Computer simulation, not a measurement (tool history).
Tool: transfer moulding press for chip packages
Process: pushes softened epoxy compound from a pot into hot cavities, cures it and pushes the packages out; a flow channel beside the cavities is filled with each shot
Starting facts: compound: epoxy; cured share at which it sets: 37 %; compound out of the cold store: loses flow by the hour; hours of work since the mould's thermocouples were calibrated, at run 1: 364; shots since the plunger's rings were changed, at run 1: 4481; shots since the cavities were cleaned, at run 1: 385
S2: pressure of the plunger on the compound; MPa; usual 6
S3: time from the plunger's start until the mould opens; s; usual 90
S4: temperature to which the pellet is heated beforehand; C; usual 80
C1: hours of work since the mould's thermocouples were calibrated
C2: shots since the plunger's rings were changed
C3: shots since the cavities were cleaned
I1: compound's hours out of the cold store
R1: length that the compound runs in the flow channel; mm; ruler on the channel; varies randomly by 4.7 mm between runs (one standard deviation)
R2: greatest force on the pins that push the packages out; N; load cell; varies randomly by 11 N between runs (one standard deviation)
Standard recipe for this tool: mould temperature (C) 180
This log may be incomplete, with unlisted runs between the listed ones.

Run 1, hour 0: usual settings; C1 364; C2 4481; C3 385; I1 44. Result: R1 617 mm, R2 860 N.
Run 2, hour 27.9: usual settings; C1 380; C2 4778; C3 682; I1 23. Result: R1 654 mm, R2 1044 N.
At hour 44: cavities cleaned with cleaning compound and waxed.
Run 3, hour 46: usual settings but S2 7.21 MPa; C1 390; C2 4953; C3 20; I1 47.8. Result: R1 647 mm, R2 537 N.
Run 4, hour 73.8: usual settings but S2 7.21 MPa; C1 407; C2 5249; C3 316; I1 43.7. Result: R1 663 mm, R2 836 N.
At hour 80.1: plunger's sealing rings changed.
Run 5, hour 104.5: usual settings but S2 7.21 MPa; C1 423; C2 260; C3 616; I1 20.7. Result: R1 768 mm, R2 1040 N.
At hour 126: cavities cleaned with cleaning compound and waxed.
Run 6, hour 128.8: usual settings but S2 7.21 MPa; C1 437; C2 501; C3 29; I1 43.1. Result: R1 721 mm, R2 571 N.
Run 7, hour 152: usual settings but S2 7.21 MPa; C1 451; C2 748; C3 276; I1 9.5. Result: R1 796 mm, R2 848 N.
Run 8, hour 180.1: usual settings but S2 7.21 MPa; C1 467; C2 1046; C3 574; I1 46.1. Result: R1 710 mm, R2 957 N.
Run 9, hour 201.5: usual settings but mould temperature (C) 183; C1 480; C2 1274; C3 802; I1 20.4. Result: R1 680 mm, R2 960 N.
At hour 205: mould's thermocouples calibrated.
At hour 209.1: cavities cleaned with cleaning compound and waxed.
Run 10, hour 234: usual settings but mould temperature (C) 183; C1 16; C2 1582; C3 265; I1 32.8. Result: R1 654 mm, R2 680 N.
Run 11, hour 256.8: usual settings but mould temperature (C) 183; C1 30; C2 1823; C3 506; I1 10.7. Result: R1 705 mm, R2 836 N.
Run 12, hour 276.9: usual settings but mould temperature (C) 183, S2 4.89 MPa; C1 42; C2 2037; C3 720; I1 43.1. Result: R1 563 mm, R2 889 N.
At hour 287.8: cavities cleaned with cleaning compound and waxed.
Run 13, hour 307.6: usual settings; C1 59; C2 2347; C3 210; I1 20.3. Result: R1 678 mm, R2 772 N.
Run 14, hour 327: usual settings but mould temperature (C) 173; C1 70; C2 2553; C3 416; I1 43. Result: R1 645 mm, R2 1298 N.
Run 15, hour 340.1: usual settings but S2 5.68 MPa, S3 125 s; C1 78; C2 2692; C3 555; I1 13.6. Result: R1 676 mm, R2 700 N.
Run 16, hour 363.8: usual settings but S2 5.68 MPa, S3 125 s; C1 92; C2 2944; C3 807; I1 12.5. Result: R1 673 mm, R2 775 N.
At hour 367.7: cavities cleaned with cleaning compound and waxed.
Run 17, hour 391.4: usual settings but S2 5.68 MPa, S3 125 s; C1 108; C2 3221; C3 251; I1 17.6. Result: R1 657 mm, R2 568 N.
Run 18, hour 413.5: usual settings but S2 6.63 MPa, S3 116 s; C1 121; C2 3456; C3 486; I1 41.6. Result: R1 655 mm, R2 671 N.
Run 19, hour 426.8: usual settings but mould temperature (C) 183, S4 90 C; C1 129; C2 3598; C3 628; I1 38.5. Result: R1 617 mm, R2 855 N.
At hour 446.6: cavities cleaned with cleaning compound and waxed.
Run 20, hour 454: usual settings but S2 5.33 MPa, S3 86 s, S4 74 C; C1 144; C2 3871; C3 80; I1 40.4. Result: R1 584 mm, R2 654 N.
Run 21, hour 482: usual settings but mould temperature (C) 182, S2 5.78 MPa, S3 129 s, S4 89 C; C1 160; C2 4167; C3 376; I1 48. Result: R1 585 mm, R2 635 N.
Run 22, hour 495.8: usual settings but mould temperature (C) 182, S2 5.78 MPa, S3 129 s, S4 89 C; C1 168; C2 4314; C3 523; I1 46.3. Result: R1 589 mm, R2 669 N.
Run 23, hour 511.2: usual settings but mould temperature (C) 172, S3 85 s, S4 89 C; C1 178; C2 4477; C3 686; I1 12.1. Result: R1 701 mm, R2 1869 N.
At hour 525.6: cavities cleaned with cleaning compound and waxed.
Run 24, hour 525.8: usual settings but mould temperature (C) 183, S2 6.9 MPa, S4 74 C; C1 185; C2 4616; C3 2; I1 35. Result: R1 664 mm, R2 439 N.
Run 25, hour 547: usual settings but mould temperature (C) 181, S2 5.84 MPa, S3 86 s, S4 74 C; C1 198; C2 4842; C3 228; I1 22.9. Result: R1 643 mm, R2 808 N.
Run 26, hour 570.4: usual settings but mould temperature (C) 181; C1 212; C2 5091; C3 477; I1 33.1. Result: R1 615 mm, R2 914 N.
At hour 592.9: plunger's sealing rings changed.
Run 27, hour 593.3: usual settings but mould temperature (C) 181, S4 76 C; C1 224; C2 4; C3 693; I1 18.3. Result: R1 710 mm, R2 989 N.
At hour 608.7: cavities cleaned with cleaning compound and waxed.
Run 28, hour 616.9: usual settings but S3 73 s, S4 87 C; C1 237; C2 239; C3 87; I1 8.8. Result: R1 738 mm, R2 1010 N.

4 options for the next run, each taken on its own from the tool as it stands now. Forecast them:
Run A, hour 640.6: usual settings but mould temperature (C) 187, S2 6.59 MPa, S4 72 C; C1 251; C2 490; C3 338; I1 15.5. Result: R1 ?, R2 ?.
Run B, hour 640.6: usual settings but S2 5.73 MPa, S3 73 s, S4 83 C; C1 251; C2 490; C3 338; I1 9.3. Result: R1 ?, R2 ?.
Run C, hour 640.6: usual settings but S4 88 C; C1 251; C2 490; C3 338; I1 22.7. Result: R1 ?, R2 ?.
Run D, hour 640.6: usual settings but S2 6.6 MPa, S3 117 s, S4 74 C; C1 251; C2 490; C3 338; I1 23. Result: R1 ?, R2 ?.

run   R1    R2
  A  729   676
  B  722  1509
  C  687   875
  D  725   626
With no hidden state in the tool, these same runs would have given:
run   R1   R2
  A  735  400
  B  726  875
  C  692  512
  D  730  370
